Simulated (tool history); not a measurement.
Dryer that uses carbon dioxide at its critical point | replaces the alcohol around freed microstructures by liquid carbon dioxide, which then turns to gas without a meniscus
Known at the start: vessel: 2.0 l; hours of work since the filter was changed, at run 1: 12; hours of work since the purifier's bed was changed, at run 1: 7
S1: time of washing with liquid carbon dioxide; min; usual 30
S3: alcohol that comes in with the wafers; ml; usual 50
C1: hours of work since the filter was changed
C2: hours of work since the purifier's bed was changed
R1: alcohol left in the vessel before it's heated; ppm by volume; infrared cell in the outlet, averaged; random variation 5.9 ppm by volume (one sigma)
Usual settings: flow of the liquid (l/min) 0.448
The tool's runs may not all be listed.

run 1 hour=0.0 | S1=30 flow_of_the_liquid_(l/min)=0.448 S3=50 | C1=12 C2=7 | R1=212
run 2 hour=12.5 | S1=30 flow_of_the_liquid_(l/min)=0.448 S3=50 | C1=18 C2=13 | R1=201
run 3 hour=19.2 | S1=30 flow_of_the_liquid_(l/min)=0.448 S3=50 | C1=21 C2=16 | R1=208
run 4 hour=32.7 | S1=30 flow_of_the_liquid_(l/min)=0.448 S3=50 | C1=27 C2=22 | R1=216
run 5 hour=46.2 | S1=44 flow_of_the_liquid_(l/min)=0.448 S3=50 | C1=33 C2=28 | R1=32
run 6 hour=52.6 | S1=44 flow_of_the_liquid_(l/min)=0.448 S3=82 | C1=36 C2=31 | R1=34
run 7 hour=65.3 | S1=44 flow_of_the_liquid_(l/min)=0.448 S3=82 | C1=41 C2=36 | R1=51
run 8 hour=74.8 | S1=28 flow_of_the_liquid_(l/min)=0.448 S3=50 | C1=46 C2=41 | R1=289
run 9 hour=85.1 | S1=28 flow_of_the_liquid_(l/min)=0.448 S3=50 | C1=50 C2=45 | R1=297
run 10 hour=93.8 | S1=28 flow_of_the_liquid_(l/min)=0.448 S3=50 | C1=54 C2=49 | R1=311
run 11 hour=102.6 | S1=30 flow_of_the_liquid_(l/min)=0.448 S3=77 | C1=58 C2=53 | R1=335
run 12 hour=111.4 | S1=39 flow_of_the_liquid_(l/min)=0.448 S3=88 | C1=62 C2=57 | R1=99
run 13 hour=123.8 | S1=42 flow_of_the_liquid_(l/min)=0.448 S3=33 | C1=68 C2=62 | R1=28
run 14 hour=133.1 | S1=45 flow_of_the_liquid_(l/min)=0.500 S3=50 | C1=72 C2=67 | R1=29
run 15 hour=145.8 | S1=30 flow_of_the_liquid_(l/min)=0.448 S3=34 | C1=77 C2=72 | R1=151
run 16 hour=157.1 | S1=32 flow_of_the_liquid_(l/min)=0.358 S3=50 | C1=82 C2=77 | R1=472
run 17 hour=170.8 | S1=45 flow_of_the_liquid_(l/min)=0.697 S3=107 | C1=89 C2=83 | R1=7
run 18 hour=177.6 | S1=21 flow_of_the_liquid_(l/min)=0.285 S3=78 | C1=92 C2=87 | R1=5000

5 ways to go on from here, each from the tool as it stands after run 18. What would each give?
run A hour=189.0 | S1=44 flow_of_the_liquid_(l/min)=0.285 S3=98 | C1=97 C2=92 | R1=?
run B hour=189.0 | S1=36 flow_of_the_liquid_(l/min)=0.325 S3=62 | C1=97 C2=92 | R1=?
run C hour=189.0 | S1=39 flow_of_the_liquid_(l/min)=0.523 S3=79 | C1=97 C2=92 | R1=?
run D hour=189.0 | S1=25 flow_of_the_liquid_(l/min)=0.448 S3=50 | C1=97 C2=92 | R1=?
run E hour=189.0 | S1=21 flow_of_the_liquid_(l/min)=0.371 S3=70 | C1=97 C2=92 | R1=?

run=A R1=686
run=B R1=559
run=C R1=38
run=D R1=512
run=E R1=2344
Without the tool's hidden state the same runs would have given:
run=A R1=603
run=B R1=495
run=C R1=26
run=D R1=454
run=E R1=2170
